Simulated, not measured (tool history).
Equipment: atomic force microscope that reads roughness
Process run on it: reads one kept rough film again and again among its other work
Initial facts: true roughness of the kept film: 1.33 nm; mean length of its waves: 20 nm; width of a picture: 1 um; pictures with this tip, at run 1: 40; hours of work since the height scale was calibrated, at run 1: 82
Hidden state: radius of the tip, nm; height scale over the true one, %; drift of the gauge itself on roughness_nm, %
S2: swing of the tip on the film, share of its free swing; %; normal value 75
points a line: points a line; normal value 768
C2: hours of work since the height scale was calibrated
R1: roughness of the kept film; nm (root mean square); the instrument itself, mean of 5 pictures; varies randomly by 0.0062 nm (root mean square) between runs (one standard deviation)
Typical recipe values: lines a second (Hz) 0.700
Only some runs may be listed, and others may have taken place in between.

run 1 hour=0.0 | lines_a_second_(Hz)=0.700 S2=75 points_a_line=768 | pictures_with_this_tip=40 C2=82 | R1=1.151
run 2 hour=10.8 | lines_a_second_(Hz)=0.700 S2=75 points_a_line=768 | pictures_with_this_tip=63 C2=89 | R1=1.136
run 3 hour=21.6 | lines_a_second_(Hz)=0.700 S2=75 points_a_line=768 | pictures_with_this_tip=86 C2=96 | R1=1.125
run 4 hour=31.3 | lines_a_second_(Hz)=0.700 S2=75 points_a_line=768 | pictures_with_this_tip=107 C2=102 | R1=1.098
run 5 hour=38.8 | lines_a_second_(Hz)=0.700 S2=75 points_a_line=768 | pictures_with_this_tip=123 C2=107 | R1=1.079
run 6 hour=54.6 | lines_a_second_(Hz)=0.700 S2=75 points_a_line=768 | pictures_with_this_tip=157 C2=117 | R1=1.067
run 7 hour=63.0 | lines_a_second_(Hz)=0.700 S2=75 points_a_line=533 | pictures_with_this_tip=175 C2=122 | R1=1.047
run 8 hour=75.3 | lines_a_second_(Hz)=0.700 S2=75 points_a_line=857 | pictures_with_this_tip=202 C2=130 | R1=1.037
run 9 hour=91.1 | lines_a_second_(Hz)=0.700 S2=66 points_a_line=479 | pictures_with_this_tip=236 C2=140 | R1=1.038
run 10 hour=101.6 | lines_a_second_(Hz)=1.918 S2=85 points_a_line=479 | pictures_with_this_tip=259 C2=147 | R1=0.850
run 11 hour=111.6 | lines_a_second_(Hz)=2.549 S2=67 points_a_line=479 | pictures_with_this_tip=280 C2=153 | R1=0.935
-- hour=113.8 height scale calibrated on a step standard
run 12 hour=123.8 | lines_a_second_(Hz)=1.645 S2=89 points_a_line=667 | pictures_with_this_tip=304 C2=6 | R1=0.833
run 13 hour=140.4 | lines_a_second_(Hz)=1.875 S2=65 points_a_line=946 | pictures_with_this_tip=340 C2=17 | R1=0.949
-- hour=149.7 new tip fitted
run 14 hour=157.7 | lines_a_second_(Hz)=2.841 S2=78 points_a_line=514 | pictures_with_this_tip=17 C2=28 | R1=0.979
-- hour=162.3 height scale calibrated on a step standard, once more
run 15 hour=174.6 | lines_a_second_(Hz)=0.519 S2=75 points_a_line=489 | pictures_with_this_tip=51 C2=8 | R1=1.141
run 16 hour=188.8 | lines_a_second_(Hz)=0.519 S2=75 points_a_line=489 | pictures_with_this_tip=82 C2=17 | R1=1.131

Branching from run 16: 4 alternative next runs. What would each branch give?
run A hour=200.9 | lines_a_second_(Hz)=2.745 S2=74 points_a_line=528 | pictures_with_this_tip=108 C2=25 | R1=?
run B hour=200.9 | lines_a_second_(Hz)=0.519 S2=75 points_a_line=396 | pictures_with_this_tip=108 C2=25 | R1=?
run C hour=200.9 | lines_a_second_(Hz)=0.700 S2=64 points_a_line=768 | pictures_with_this_tip=108 C2=25 | R1=?
run D hour=200.9 | lines_a_second_(Hz)=0.519 S2=73 points_a_line=489 | pictures_with_this_tip=108 C2=25 | R1=?

run=A R1=0.962
run=B R1=1.109
run=C R1=1.132
run=D R1=1.115
What these runs would have given with no unlogged condition in the tool:
run=A R1=1.030
run=B R1=1.187
run=C R1=1.212
run=D R1=1.193
